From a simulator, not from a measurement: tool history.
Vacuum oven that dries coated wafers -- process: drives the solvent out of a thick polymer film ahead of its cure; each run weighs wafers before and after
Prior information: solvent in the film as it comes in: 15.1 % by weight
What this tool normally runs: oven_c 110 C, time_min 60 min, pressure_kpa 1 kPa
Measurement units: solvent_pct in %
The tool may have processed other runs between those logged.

run    hour  oven_c  time_min  pressure_kpa  solvent_pct
  1       0     110        60             1         3.37
  2    59.6     110        60             1         3.34
  3   109.8     110        60             1         3.32
  4   191.8     110        60             1         3.32
  5   259.6      97        60             1         6.59
  6   330.3      97        60             1         6.61
  7     397     110        60             1          3.3
  8   471.5     110        60             1         3.27
  9   551.8     110        60             1         3.27
 10   610.3     110        33          2.17         6.12
      636.5  -- oven's thermocouples calibrated
 11     688     110        33          2.17         5.93
 12   755.4     110        49             1         3.89
 13   841.7     110        49             1         3.89
      908.1  -- oven's thermocouples calibrated, once more
 14   909.4     110        49          1.95         4.79
 15   996.3     110        49          1.26         4.54
 16  1042.8     103        42          1.26         6.96
 17  1083.5     103        42          1.26            7

Forecast each of these 3 alternatives for the next run:
  A  1126     106        57          0.98            ?
  B  1126     103        39          0.67            ?
  C  1126     101        34          0.58            ?

run  solvent_pct
  A         4.82
  B         7.03
  C         7.96
With the hidden condition removed and each run's random variation left untouched, the same runs would have given:
run  solvent_pct
  A         4.76
  B         6.98
  C         7.91
